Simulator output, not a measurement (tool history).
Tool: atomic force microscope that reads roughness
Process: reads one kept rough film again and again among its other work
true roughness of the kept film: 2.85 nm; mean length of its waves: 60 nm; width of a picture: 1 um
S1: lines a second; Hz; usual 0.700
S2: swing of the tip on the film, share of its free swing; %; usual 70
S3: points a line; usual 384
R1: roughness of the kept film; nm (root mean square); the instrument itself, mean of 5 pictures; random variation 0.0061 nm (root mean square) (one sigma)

run 1 day=0.000 | S1=0.700 S2=70 S3=384 | R1=2.719
run 2 day=0.488 | S1=0.700 S2=70 S3=384 | R1=2.709
run 3 day=0.958 | S1=0.700 S2=70 S3=384 | R1=2.724
run 4 day=1.346 | S1=0.700 S2=70 S3=404 | R1=2.722
run 5 day=1.683 | S1=0.700 S2=70 S3=388 | R1=2.726
run 6 day=2.254 | S1=3.135 S2=70 S3=384 | R1=2.603
run 7 day=2.571 | S1=3.135 S2=70 S3=384 | R1=2.601
run 8 day=2.862 | S1=3.135 S2=70 S3=384 | R1=2.597
run 9 day=3.321 | S1=3.135 S2=70 S3=384 | R1=2.613
run 10 day=3.875 | S1=3.135 S2=70 S3=384 | R1=2.612
run 11 day=4.129 | S1=0.700 S2=70 S3=775 | R1=2.729
run 12 day=4.662 | S1=0.700 S2=70 S3=775 | R1=2.739
run 13 day=5.121 | S1=0.891 S2=70 S3=384 | R1=2.710
run 14 day=5.383 | S1=0.891 S2=70 S3=384 | R1=2.713
run 15 day=5.892 | S1=0.700 S2=85 S3=384 | R1=2.683
run 16 day=6.371 | S1=0.700 S2=85 S3=384 | R1=2.685
run 17 day=6.825 | S1=0.700 S2=70 S3=384 | R1=2.726
run 18 day=7.196 | S1=2.765 S2=70 S3=384 | R1=2.617
run 19 day=7.671 | S1=2.765 S2=70 S3=384 | R1=2.626
run 20 day=7.933 | S1=0.700 S2=70 S3=384 | R1=2.720
run 21 day=8.500 | S1=0.700 S2=70 S3=331 | R1=2.719
run 22 day=9.008 | S1=0.700 S2=70 S3=331 | R1=2.708
run 23 day=9.529 | S1=0.700 S2=70 S3=331 | R1=2.714
run 24 day=9.921 | S1=1.705 S2=70 S3=351 | R1=2.673
run 25 day=10.279 | S1=1.705 S2=70 S3=351 | R1=2.676
run 26 day=10.679 | S1=0.700 S2=69 S3=384 | R1=2.719
run 27 day=10.933 | S1=2.562 S2=62 S3=384 | R1=2.677
run 28 day=11.446 | S1=3.887 S2=59 S3=350 | R1=2.660
run 29 day=11.950 | S1=1.200 S2=77 S3=448 | R1=2.662
run 30 day=12.425 | S1=0.700 S2=70 S3=261 | R1=2.717
run 31 day=12.967 | S1=0.771 S2=75 S3=384 | R1=2.708
run 32 day=13.371 | S1=2.265 S2=82 S3=581 | R1=2.556
run 33 day=13.967 | S1=0.659 S2=63 S3=349 | R1=2.743
run 34 day=14.479 | S1=0.700 S2=72 S3=384 | R1=2.730
run 35 day=14.908 | S1=3.724 S2=69 S3=384 | R1=2.574
run 36 day=15.350 | S1=2.005 S2=75 S3=280 | R1=2.626
run 37 day=15.625 | S1=0.628 S2=62 S3=280 | R1=2.729
run 38 day=16.000 | S1=0.628 S2=62 S3=280 | R1=2.744
run 39 day=16.325 | S1=0.700 S2=63 S3=769 | R1=2.742
run 40 day=16.683 | S1=2.233 S2=65 S3=355 | R1=2.678
run 41 day=17.104 | S1=2.233 S2=65 S3=355 | R1=2.669

Not shown: 7 entries that the log had between the listed runs. Between which runs, and how does the tool's hidden state differ before and after?
Between runs 3 and 4: new tip fitted (day 1.146)
  radius of the tip, nm: 10.6 -> 10.1
Between runs 9 and 10: new tip fitted (day 3.771)
  radius of the tip, nm: 10.5 -> 10
Between runs 16 and 17: new tip fitted (day 6.417)
  radius of the tip, nm: 10.6 -> 10.1
Between runs 22 and 23: new tip fitted (day 9.062)
  radius of the tip, nm: 10.6 -> 10.1
Between runs 28 and 29: new tip fitted (day 11.700)
  radius of the tip, nm: 10.6 -> 10.1
Between runs 33 and 34: new tip fitted (day 14.325)
  radius of the tip, nm: 10.5 -> 10.1
Between runs 40 and 41: new tip fitted (day 16.983)
  radius of the tip, nm: 10.6 -> 10.1
